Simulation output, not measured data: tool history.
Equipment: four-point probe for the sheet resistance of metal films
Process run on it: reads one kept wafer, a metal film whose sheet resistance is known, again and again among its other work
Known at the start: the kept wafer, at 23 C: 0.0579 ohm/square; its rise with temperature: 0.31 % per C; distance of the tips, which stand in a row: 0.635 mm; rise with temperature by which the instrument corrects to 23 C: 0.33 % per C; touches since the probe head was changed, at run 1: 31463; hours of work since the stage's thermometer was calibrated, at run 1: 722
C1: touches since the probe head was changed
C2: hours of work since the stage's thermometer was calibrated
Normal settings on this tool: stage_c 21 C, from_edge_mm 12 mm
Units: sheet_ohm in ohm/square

{"run": 1, "hour": 0.0, "stage_c": 21, "from_edge_mm": 12, "C1": 31463, "C2": 722, "sheet_ohm": 0.058036}
{"run": 2, "hour": 45.2, "stage_c": 21, "from_edge_mm": 12, "C1": 32138, "C2": 753, "sheet_ohm": 0.058025}
{"run": 3, "hour": 99.2, "stage_c": 21, "from_edge_mm": 73, "C1": 32945, "C2": 791, "sheet_ohm": 0.057947}
{"run": 4, "hour": 142.4, "stage_c": 21, "from_edge_mm": 12, "C1": 33591, "C2": 821, "sheet_ohm": 0.058015}
{"run": 5, "hour": 192.3, "stage_c": 21, "from_edge_mm": 12, "C1": 34336, "C2": 856, "sheet_ohm": 0.058029}
{"run": 6, "hour": 238.1, "stage_c": 21, "from_edge_mm": 12, "C1": 35020, "C2": 887, "sheet_ohm": 0.058009}
{"run": 7, "hour": 290.9, "stage_c": 21, "from_edge_mm": 12, "C1": 35810, "C2": 924, "sheet_ohm": 0.057996}
{"run": 8, "hour": 324.5, "stage_c": 21, "from_edge_mm": 12, "C1": 36312, "C2": 948, "sheet_ohm": 0.058004}
{"run": 9, "hour": 363.4, "stage_c": 21, "from_edge_mm": 12, "C1": 36894, "C2": 975, "sheet_ohm": 0.058023}
{"run": 10, "hour": 412.9, "stage_c": 21, "from_edge_mm": 16, "C1": 37633, "C2": 1009, "sheet_ohm": 0.05796}
{"run": 11, "hour": 458.3, "stage_c": 21, "from_edge_mm": 16, "C1": 38311, "C2": 1041, "sheet_ohm": 0.057971}
{"run": 12, "hour": 493.1, "stage_c": 21, "from_edge_mm": 16, "C1": 38832, "C2": 1065, "sheet_ohm": 0.057946}
{"run": 13, "hour": 549.8, "stage_c": 19, "from_edge_mm": 12, "C1": 39679, "C2": 1104, "sheet_ohm": 0.058017}
{"run": 14, "hour": 583.4, "stage_c": 25, "from_edge_mm": 12, "C1": 40181, "C2": 1128, "sheet_ohm": 0.057944}
{"run": 15, "hour": 641.2, "stage_c": 25, "from_edge_mm": 12, "C1": 41045, "C2": 1168, "sheet_ohm": 0.057951}
{"run": 16, "hour": 680.6, "stage_c": 25, "from_edge_mm": 12, "C1": 41634, "C2": 1195, "sheet_ohm": 0.057944}
{"run": 17, "hour": 731.8, "stage_c": 25, "from_edge_mm": 12, "C1": 42398, "C2": 1231, "sheet_ohm": 0.057948}
{"run": 18, "hour": 763.8, "stage_c": 32, "from_edge_mm": 12, "C1": 42876, "C2": 1253, "sheet_ohm": 0.057875}
{"run": 19, "hour": 798.0, "stage_c": 32, "from_edge_mm": 12, "C1": 43387, "C2": 1277, "sheet_ohm": 0.057907}
{"run": 20, "hour": 839.4, "stage_c": 32, "from_edge_mm": 12, "C1": 44006, "C2": 1306, "sheet_ohm": 0.057851}
{"run": 21, "hour": 897.4, "stage_c": 28, "from_edge_mm": 17, "C1": 44873, "C2": 1346, "sheet_ohm": 0.057869}
{"run": 22, "hour": 955.8, "stage_c": 19, "from_edge_mm": 57, "C1": 45746, "C2": 1387, "sheet_ohm": 0.057875}
{"run": 23, "hour": 1009.5, "stage_c": 19, "from_edge_mm": 3, "C1": 46548, "C2": 1424, "sheet_ohm": 0.059255}
{"run": 24, "hour": 1053.2, "stage_c": 19, "from_edge_mm": 3, "C1": 47201, "C2": 1455, "sheet_ohm": 0.059257}
{"run": 25, "hour": 1108.2, "stage_c": 22, "from_edge_mm": 4, "C1": 48023, "C2": 1493, "sheet_ohm": 0.058626}
{"run": 26, "hour": 1153.2, "stage_c": 30, "from_edge_mm": 22, "C1": 48696, "C2": 1524, "sheet_ohm": 0.057806}
{"run": 27, "hour": 1211.7, "stage_c": 30, "from_edge_mm": 22, "C1": 49569, "C2": 1565, "sheet_ohm": 0.057817}
{"run": 28, "hour": 1238.8, "stage_c": 30, "from_edge_mm": 22, "C1": 49974, "C2": 1584, "sheet_ohm": 0.057807}
{"run": 29, "hour": 1263.9, "stage_c": 26, "from_edge_mm": 14, "C1": 50349, "C2": 1601, "sheet_ohm": 0.057852}
{"run": 30, "hour": 1294.9, "stage_c": 27, "from_edge_mm": 14, "C1": 50813, "C2": 1623, "sheet_ohm": 0.05785}
{"run": 31, "hour": 1324.4, "stage_c": 21, "from_edge_mm": 4, "C1": 51254, "C2": 1644, "sheet_ohm": 0.058622}
{"run": 32, "hour": 1375.5, "stage_c": 21, "from_edge_mm": 4, "C1": 52017, "C2": 1679, "sheet_ohm": 0.058637}
{"run": 33, "hour": 1424.1, "stage_c": 21, "from_edge_mm": 4, "C1": 52743, "C2": 1713, "sheet_ohm": 0.058618}
{"run": 34, "hour": 1477.7, "stage_c": 23, "from_edge_mm": 6, "C1": 53545, "C2": 1750, "sheet_ohm": 0.058163}
{"run": 35, "hour": 1536.6, "stage_c": 32, "from_edge_mm": 48, "C1": 54425, "C2": 1791, "sheet_ohm": 0.057742}
{"run": 36, "hour": 1570.7, "stage_c": 32, "from_edge_mm": 48, "C1": 54934, "C2": 1815, "sheet_ohm": 0.057739}
{"run": 37, "hour": 1611.2, "stage_c": 18, "from_edge_mm": 3, "C1": 55539, "C2": 1843, "sheet_ohm": 0.059245}

4 options for the next run, each taken on its own from the tool as it stands now. Forecast them:
{"run": "A", "hour": 1639.3, "stage_c": 28, "from_edge_mm": 12, "C1": 55959, "C2": 1863, "sheet_ohm": "?"}
{"run": "B", "hour": 1639.3, "stage_c": 21, "from_edge_mm": 46, "C1": 55959, "C2": 1863, "sheet_ohm": "?"}
{"run": "C", "hour": 1639.3, "stage_c": 35, "from_edge_mm": 12, "C1": 55959, "C2": 1863, "sheet_ohm": "?"}
{"run": "D", "hour": 1639.3, "stage_c": 20, "from_edge_mm": 17, "C1": 55959, "C2": 1863, "sheet_ohm": "?"}

run=A sheet_ohm=0.057864
run=B sheet_ohm=0.057844
run=C sheet_ohm=0.057792
run=D sheet_ohm=0.057869
Without the tool's unlogged condition, the same runs would have read:
run=A sheet_ohm=0.057956
run=B sheet_ohm=0.057939
run=C sheet_ohm=0.057881
run=D sheet_ohm=0.057964

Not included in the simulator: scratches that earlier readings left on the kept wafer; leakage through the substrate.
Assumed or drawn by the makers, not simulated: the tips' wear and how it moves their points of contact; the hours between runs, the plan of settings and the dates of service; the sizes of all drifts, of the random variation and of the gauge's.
